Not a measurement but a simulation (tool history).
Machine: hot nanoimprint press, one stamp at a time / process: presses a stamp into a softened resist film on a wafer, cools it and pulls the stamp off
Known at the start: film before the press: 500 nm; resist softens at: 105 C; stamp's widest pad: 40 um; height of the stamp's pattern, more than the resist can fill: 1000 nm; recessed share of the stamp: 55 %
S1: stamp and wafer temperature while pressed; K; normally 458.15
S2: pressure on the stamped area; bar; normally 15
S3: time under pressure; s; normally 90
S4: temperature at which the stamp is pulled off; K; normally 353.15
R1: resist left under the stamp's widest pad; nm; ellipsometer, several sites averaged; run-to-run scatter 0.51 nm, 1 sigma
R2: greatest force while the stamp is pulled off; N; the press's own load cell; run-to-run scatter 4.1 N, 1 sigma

{"run": 1, "hour": 0.0, "S1": 458.15, "S2": 15, "S3": 90, "S4": 353.15, "R1": 249.9, "R2": 271}
{"run": 2, "hour": 42.1, "S1": 458.15, "S2": 15, "S3": 90, "S4": 353.15, "R1": 250.2, "R2": 283}
{"hour": 75.8, "done": "stamp cleaned and given a new release coat"}
{"run": 3, "hour": 81.1, "S1": 458.15, "S2": 15, "S3": 90, "S4": 353.15, "R1": 251.3, "R2": 202}
{"hour": 109.2, "done": "plate thermocouple calibrated"}
{"run": 4, "hour": 117.4, "S1": 458.15, "S2": 15, "S3": 90, "S4": 353.15, "R1": 253.6, "R2": 224}
{"run": 5, "hour": 137.9, "S1": 458.15, "S2": 15, "S3": 90, "S4": 350.15, "R1": 254, "R2": 253}
{"run": 6, "hour": 171.2, "S1": 458.15, "S2": 15, "S3": 90, "S4": 350.15, "R1": 254.5, "R2": 263}
{"run": 7, "hour": 214.8, "S1": 458.15, "S2": 15, "S3": 90, "S4": 353.15, "R1": 255.8, "R2": 264}
{"run": 8, "hour": 244.8, "S1": 458.15, "S2": 15, "S3": 90, "S4": 353.15, "R1": 257, "R2": 283}
{"run": 9, "hour": 278.7, "S1": 458.15, "S2": 15, "S3": 90, "S4": 353.15, "R1": 254.8, "R2": 308}
{"hour": 294.4, "done": "plate thermocouple calibrated, once more"}
{"hour": 304.3, "done": "stamp cleaned and given a new release coat"}
{"run": 10, "hour": 309.6, "S1": 458.15, "S2": 15, "S3": 90, "S4": 353.15, "R1": 247.5, "R2": 199}
{"run": 11, "hour": 347.0, "S1": 458.15, "S2": 15, "S3": 90, "S4": 353.15, "R1": 247.3, "R2": 216}
{"run": 12, "hour": 386.5, "S1": 458.15, "S2": 15, "S3": 90, "S4": 353.15, "R1": 248.2, "R2": 235}
{"run": 13, "hour": 427.0, "S1": 458.15, "S2": 15, "S3": 90, "S4": 353.15, "R1": 249.5, "R2": 251}
{"run": 14, "hour": 471.4, "S1": 456.15, "S2": 15, "S3": 90, "S4": 353.15, "R1": 261.8, "R2": 277}
{"run": 15, "hour": 508.9, "S1": 456.15, "S2": 15, "S3": 90, "S4": 353.15, "R1": 261.1, "R2": 304}
{"hour": 527.9, "done": "stamp cleaned and given a new release coat"}
{"run": 16, "hour": 534.8, "S1": 457.15, "S2": 15.5, "S3": 55, "S4": 340.15, "R1": 293.9, "R2": 276}
{"run": 17, "hour": 577.3, "S1": 458.15, "S2": 20, "S3": 90, "S4": 353.15, "R1": 216.8, "R2": 213}
{"run": 18, "hour": 614.6, "S1": 458.15, "S2": 15, "S3": 177, "S4": 345.15, "R1": 199.9, "R2": 298}
{"run": 19, "hour": 659.7, "S1": 458.15, "S2": 9.7, "S3": 156, "S4": 361.15, "R1": 261.8, "R2": 204}
{"run": 20, "hour": 678.6, "S1": 458.15, "S2": 21.8, "S3": 125, "S4": 361.15, "R1": 186.1, "R2": 212}
{"run": 21, "hour": 703.4, "S1": 458.15, "S2": 21.8, "S3": 125, "S4": 361.15, "R1": 186.6, "R2": 215}
{"run": 22, "hour": 724.6, "S1": 463.15, "S2": 15, "S3": 68, "S4": 353.15, "R1": 247.1, "R2": 294}
{"hour": 750.6, "done": "stamp cleaned and given a new release coat"}
{"run": 23, "hour": 760.2, "S1": 468.15, "S2": 21.8, "S3": 90, "S4": 343.15, "R1": 164.2, "R2": 265}
{"run": 24, "hour": 800.7, "S1": 468.15, "S2": 21.8, "S3": 90, "S4": 343.15, "R1": 164.8, "R2": 287}
{"run": 25, "hour": 821.9, "S1": 468.15, "S2": 21.8, "S3": 90, "S4": 343.15, "R1": 164.4, "R2": 299}
{"hour": 851.7, "done": "plate thermocouple calibrated"}
{"run": 26, "hour": 867.4, "S1": 468.15, "S2": 21.8, "S3": 90, "S4": 343.15, "R1": 162.6, "R2": 327}
{"run": 27, "hour": 886.2, "S1": 468.15, "S2": 21.8, "S3": 90, "S4": 343.15, "R1": 163.1, "R2": 344}
{"run": 28, "hour": 909.7, "S1": 459.15, "S2": 15, "S3": 90, "S4": 360.15, "R1": 245.2, "R2": 219}

Same runs, no hidden state in the tool, same run-to-run variation:
Hidden conditions of the tool in this case: true temperature over the reading, C; pressure that arrives at the usual setting, %; grip of the stamp's worn release coat, % over a new coat's; drift of the gauge itself on residual_nm, %; drift of the gauge itself on pull_off_n, %.
run=1 R1=245.2 R2=199
run=2 R1=244.9 R2=193
run=3 R1=245.6 R2=195
run=4 R1=245.2 R2=201
run=5 R1=245.3 R2=217
run=6 R1=245.4 R2=211
run=7 R1=246.1 R2=194
run=8 R1=246.9 R2=197
run=9 R1=244.4 R2=201
run=10 R1=245.5 R2=197
run=11 R1=244.9 R2=198
run=12 R1=245.2 R2=199
run=13 R1=246 R2=197
run=14 R1=257.6 R2=199
run=15 R1=256.5 R2=204
run=16 R1=288.7 R2=271
run=17 R1=210.7 R2=191
run=18 R1=194.9 R2=247
run=19 R1=256.9 R2=155
run=20 R1=178.9 R2=155
run=21 R1=179.2 R2=150
run=22 R1=240.1 R2=198
run=23 R1=157.2 R2=257
run=24 R1=157.3 R2=256
run=25 R1=156.7 R2=255
run=26 R1=157.2 R2=260
run=27 R1=157.4 R2=264
run=28 R1=240 R2=161
